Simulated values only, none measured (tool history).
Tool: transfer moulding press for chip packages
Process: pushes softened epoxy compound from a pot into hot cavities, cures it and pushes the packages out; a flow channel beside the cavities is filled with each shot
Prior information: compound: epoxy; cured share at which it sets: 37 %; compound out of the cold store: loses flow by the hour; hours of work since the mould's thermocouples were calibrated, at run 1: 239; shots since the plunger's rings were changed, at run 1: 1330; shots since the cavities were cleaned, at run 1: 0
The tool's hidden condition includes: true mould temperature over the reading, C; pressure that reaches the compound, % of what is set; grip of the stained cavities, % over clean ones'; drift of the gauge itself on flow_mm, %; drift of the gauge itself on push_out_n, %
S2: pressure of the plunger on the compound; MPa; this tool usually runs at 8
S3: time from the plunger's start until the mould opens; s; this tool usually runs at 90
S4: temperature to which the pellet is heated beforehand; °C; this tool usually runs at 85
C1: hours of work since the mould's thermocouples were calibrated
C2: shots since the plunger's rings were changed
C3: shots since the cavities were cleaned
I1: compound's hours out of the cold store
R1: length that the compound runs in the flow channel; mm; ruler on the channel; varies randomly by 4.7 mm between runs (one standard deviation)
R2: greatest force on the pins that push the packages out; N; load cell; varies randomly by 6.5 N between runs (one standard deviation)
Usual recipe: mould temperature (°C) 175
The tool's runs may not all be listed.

run 1 hour=0 | mould_temperature_(°C)=175 S2=8 S3=90 S4=85 | C1=239 C2=1330 C3=0 | I1=12.2 | R1=983 R2=284
run 2 hour=20.1 | mould_temperature_(°C)=175 S2=8 S3=90 S4=85 | C1=251 C2=1576 C3=246 | I1=20.1 | R1=948 R2=409
-- hour=41.8 cavities cleaned with cleaning compound and waxed
run 3 hour=49.4 | mould_temperature_(°C)=175 S2=8 S3=90 S4=85 | C1=267 C2=1916 C3=93 | I1=15.9 | R1=959 R2=329
run 4 hour=75.5 | mould_temperature_(°C)=175 S2=8 S3=90 S4=88 | C1=282 C2=2234 C3=411 | I1=8 | R1=983 R2=458
-- hour=84.6 cavities cleaned with cleaning compound and waxed
run 5 hour=96.4 | mould_temperature_(°C)=175 S2=8 S3=90 S4=88 | C1=293 C2=2471 C3=145 | I1=27 | R1=914 R2=347
-- hour=125.6 cavities cleaned with cleaning compound and waxed
-- hour=134 plunger's sealing rings changed
run 6 hour=137.8 | mould_temperature_(°C)=175 S2=8 S3=90 S4=88 | C1=314 C2=47 C3=119 | I1=21.9 | R1=972 R2=332
-- hour=169.6 cavities cleaned with cleaning compound and waxed
run 7 hour=178.7 | mould_temperature_(°C)=175 S2=8 S3=90 S4=88 | C1=336 C2=528 C3=112 | I1=22.2 | R1=949 R2=328
-- hour=210.9 cavities cleaned with cleaning compound and waxed
run 8 hour=220.7 | mould_temperature_(°C)=175 S2=8 S3=90 S4=85 | C1=360 C2=1023 C3=120 | I1=42.8 | R1=873 R2=313
run 9 hour=242.7 | mould_temperature_(°C)=175 S2=8 S3=94 S4=85 | C1=372 C2=1291 C3=388 | I1=26.6 | R1=929 R2=371
-- hour=252.2 cavities cleaned with cleaning compound and waxed
run 10 hour=270.8 | mould_temperature_(°C)=175 S2=8 S3=94 S4=85 | C1=387 C2=1616 C3=227 | I1=39 | R1=885 R2=324
-- hour=294.8 cavities cleaned with cleaning compound and waxed
run 11 hour=313.1 | mould_temperature_(°C)=169 S2=8 S3=94 S4=85 | C1=411 C2=2115 C3=223 | I1=11.2 | R1=1001 R2=530
-- hour=316.9 mould's thermocouples calibrated
-- hour=339.9 cavities cleaned with cleaning compound and waxed
run 12 hour=349.9 | mould_temperature_(°C)=169 S2=8 S3=94 S4=85 | C1=18 C2=2521 C3=122 | I1=19.8 | R1=949 R2=456
run 13 hour=368.6 | mould_temperature_(°C)=169 S2=8 S3=94 S4=85 | C1=29 C2=2750 C3=351 | I1=14.9 | R1=972 R2=606
-- hour=376.2 mould's thermocouples calibrated, once more
-- hour=385 plunger's sealing rings changed
-- hour=386.5 cavities cleaned with cleaning compound and waxed
run 14 hour=402.4 | mould_temperature_(°C)=180 S2=9.34 S3=107 S4=92 | C1=13 C2=195 C3=195 | I1=12.5 | R1=1063 R2=223
run 15 hour=424.7 | mould_temperature_(°C)=172 S2=9.34 S3=107 S4=81 | C1=25 C2=467 C3=467 | I1=34.3 | R1=1006 R2=371
-- hour=429.1 cavities cleaned with cleaning compound and waxed
run 16 hour=451.2 | mould_temperature_(°C)=172 S2=9.01 S3=74 S4=81 | C1=40 C2=772 C3=270 | I1=28.5 | R1=997 R2=774
-- hour=471.2 cavities cleaned with cleaning compound and waxed
run 17 hour=477.5 | mould_temperature_(°C)=172 S2=8 S3=103 S4=85 | C1=54 C2=1076 C3=77 | I1=23 | R1=962 R2=269
-- hour=511.9 cavities cleaned with cleaning compound and waxed
run 18 hour=511.9 | mould_temperature_(°C)=172 S2=6.32 S3=103 S4=90 | C1=73 C2=1477 C3=0 | I1=25.6 | R1=836 R2=225
run 19 hour=539.4 | mould_temperature_(°C)=172 S2=8 S3=90 S4=85 | C1=88 C2=1814 C3=337 | I1=25.1 | R1=930 R2=507
-- hour=552.7 cavities cleaned with cleaning compound and waxed
run 20 hour=560.9 | mould_temperature_(°C)=172 S2=8 S3=90 S4=85 | C1=100 C2=2058 C3=101 | I1=15.3 | R1=976 R2=415
run 21 hour=591.4 | mould_temperature_(°C)=173 S2=6.67 S3=74 S4=82 | C1=117 C2=2430 C3=473 | I1=47.3 | R1=771 R2=796
-- hour=595.9 cavities cleaned with cleaning compound and waxed
run 22 hour=618.5 | mould_temperature_(°C)=175 S2=8.45 S3=97 S4=85 | C1=132 C2=2743 C3=276 | I1=15.5 | R1=969 R2=333
-- hour=632.5 plunger's sealing rings changed
-- hour=639.8 cavities cleaned with cleaning compound and waxed
run 23 hour=652.5 | mould_temperature_(°C)=175 S2=9.32 S3=83 S4=86 | C1=149 C2=226 C3=155 | I1=33.7 | R1=992 R2=410
-- hour=680.9 cavities cleaned with cleaning compound and waxed
run 24 hour=687.8 | mould_temperature_(°C)=167 S2=9.32 S3=83 S4=91 | C1=168 C2=639 C3=85 | I1=26.6 | R1=1054 R2=613
-- hour=723.8 cavities cleaned with cleaning compound and waxed
run 25 hour=727.8 | mould_temperature_(°C)=168 S2=6.3 S3=115 S4=77 | C1=190 C2=1110 C3=49 | I1=20.2 | R1=874 R2=278
run 26 hour=760.5 | mould_temperature_(°C)=175 S2=7.98 S3=90 S4=80 | C1=209 C2=1510 C3=449 | I1=12.8 | R1=980 R2=458

Hidden condition of the tool, last listed run before each entry between runs versus first listed run after:
Logged between run 2 and run 3: cavities cleaned with cleaning compound and waxed (hour 41.8)
  true mould temperature over the reading, C: -0.74 -> -0.76; pressure that reaches the compound, % of what is set: 94.39 -> 93.3; grip of the stained cavities, % over clean ones': 45.6 -> 20.8
  measured result minus the result with no hidden state, R1: -24 -> -30 mm; R2: +140 -> +70 N
Logged between run 4 and run 5: cavities cleaned with cleaning compound and waxed (hour 84.6)
  true mould temperature over the reading, C: -0.79 -> -0.81; pressure that reaches the compound, % of what is set: 92.28 -> 91.4; grip of the stained cavities, % over clean ones': 65.8 -> 29.6
  measured result minus the result with no hidden state, R1: -37 -> -39 mm; R2: +199 -> +92 N
Logged between run 5 and run 6: cavities cleaned with cleaning compound and waxed (hour 125.6); plunger's sealing rings changed (hour 134)
  true mould temperature over the reading, C: -0.81 -> -0.85; pressure that reaches the compound, % of what is set: 91.4 -> 99.33; grip of the stained cavities, % over clean ones': 29.6 -> 23.7
  measured result minus the result with no hidden state, R1: -39 -> +0 mm; R2: +92 -> +77 N
Logged between run 6 and run 7: cavities cleaned with cleaning compound and waxed (hour 169.6)
  true mould temperature over the reading, C: -0.85 -> -0.89; pressure that reaches the compound, % of what is set: 99.33 -> 97.61; grip of the stained cavities, % over clean ones': 23.7 -> 22
  measured result minus the result with no hidden state, R1: +0 -> -8 mm; R2: +77 -> +75 N
Logged between run 7 and run 8: cavities cleaned with cleaning compound and waxed (hour 210.9)
  true mould temperature over the reading, C: -0.89 -> -0.93; pressure that reaches the compound, % of what is set: 97.61 -> 95.85; grip of the stained cavities, % over clean ones': 22 -> 26.6
  measured result minus the result with no hidden state, R1: -8 -> -16 mm; R2: +75 -> +80 N
Logged between run 9 and run 10: cavities cleaned with cleaning compound and waxed (hour 252.2)
  true mould temperature over the reading, C: -0.95 -> -0.97; pressure that reaches the compound, % of what is set: 94.92 -> 93.75; grip of the stained cavities, % over clean ones': 64.1 -> 45.2
  measured result minus the result with no hidden state, R1: -21 -> -26 mm; R2: +162 -> +117 N
Logged between run 10 and run 11: cavities cleaned with cleaning compound and waxed (hour 294.8)
  true mould temperature over the reading, C: -0.97 -> -1.02; pressure that reaches the compound, % of what is set: 93.75 -> 92.06; grip of the stained cavities, % over clean ones': 45.2 -> 41
  measured result minus the result with no hidden state, R1: -26 -> -38 mm; R2: +117 -> +179 N
Logged between run 11 and run 12: mould's thermocouples calibrated (hour 316.9); cavities cleaned with cleaning compound and waxed (hour 339.9)
  true mould temperature over the reading, C: -1.02 -> -1.26; pressure that reaches the compound, % of what is set: 92.06 -> 90.58; grip of the stained cavities, % over clean ones': 41 -> 26.4
  measured result minus the result with no hidden state, R1: -38 -> -42 mm; R2: +179 -> +124 N
Logged between run 13 and run 14: mould's thermocouples calibrated, once more (hour 376.2); plunger's sealing rings changed (hour 385); cavities cleaned with cleaning compound and waxed (hour 386.5)
  true mould temperature over the reading, C: -1.27 -> -0.32; pressure that reaches the compound, % of what is set: 89.74 -> 99.09; grip of the stained cavities, % over clean ones': 58.3 -> 40.1
  measured result minus the result with no hidden state, R1: -48 -> -3 mm; R2: +255 -> +64 N
Logged between run 15 and run 16: cavities cleaned with cleaning compound and waxed (hour 429.1)
  true mould temperature over the reading, C: -0.34 -> -0.37; pressure that reaches the compound, % of what is set: 98.19 -> 97.07; grip of the stained cavities, % over clean ones': 73.2 -> 51.2
  measured result minus the result with no hidden state, R1: -8 -> -13 mm; R2: +161 -> +272 N
Logged between run 16 and run 17: cavities cleaned with cleaning compound and waxed (hour 471.2)
  true mould temperature over the reading, C: -0.37 -> -0.39; pressure that reaches the compound, % of what is set: 97.07 -> 95.98; grip of the stained cavities, % over clean ones': 51.2 -> 19.4
  measured result minus the result with no hidden state, R1: -13 -> -19 mm; R2: +272 -> +49 N
Logged between run 17 and run 18: cavities cleaned with cleaning compound and waxed (hour 511.9)
  true mould temperature over the reading, C: -0.39 -> -0.42; pressure that reaches the compound, % of what is set: 95.98 -> 94.58; grip of the stained cavities, % over clean ones': 19.4 -> 3
  measured result minus the result with no hidden state, R1: -19 -> -22 mm; R2: +49 -> +12 N
Logged between run 19 and run 20: cavities cleaned with cleaning compound and waxed (hour 552.7)
  true mould temperature over the reading, C: -0.45 -> -0.47; pressure that reaches the compound, % of what is set: 93.31 -> 92.4; grip of the stained cavities, % over clean ones': 60 -> 23.8
  measured result minus the result with no hidden state, R1: -31 -> -38 mm; R2: +199 -> +92 N
Logged between run 21 and run 22: cavities cleaned with cleaning compound and waxed (hour 595.9)
  true mould temperature over the reading, C: -0.5 -> -0.52; pressure that reaches the compound, % of what is set: 91.05 -> 89.92; grip of the stained cavities, % over clean ones': 72.8 -> 49.9
  measured result minus the result with no hidden state, R1: -36 -> -50 mm; R2: +345 -> +117 N
Logged between run 22 and run 23: plunger's sealing rings changed (hour 632.5); cavities cleaned with cleaning compound and waxed (hour 639.8)
  true mould temperature over the reading, C: -0.52 -> -0.55; pressure that reaches the compound, % of what is set: 89.92 -> 98.85; grip of the stained cavities, % over clean ones': 49.9 -> 31.3
  measured result minus the result with no hidden state, R1: -50 -> -3 mm; R2: +117 -> +110 N
Logged between run 23 and run 24: cavities cleaned with cleaning compound and waxed (hour 680.9)
  true mould temperature over the reading, C: -0.55 -> -0.59; pressure that reaches the compound, % of what is set: 98.85 -> 97.25; grip of the stained cavities, % over clean ones': 31.3 -> 17.2
  measured result minus the result with no hidden state, R1: -3 -> -12 mm; R2: +110 -> +105 N
Logged between run 24 and run 25: cavities cleaned with cleaning compound and waxed (hour 723.8)
  true mould temperature over the reading, C: -0.59 -> -0.63; pressure that reaches the compound, % of what is set: 97.25 -> 95.46; grip of the stained cavities, % over clean ones': 17.2 -> 10.9
  measured result minus the result with no hidden state, R1: -12 -> -18 mm; R2: +105 -> +38 N
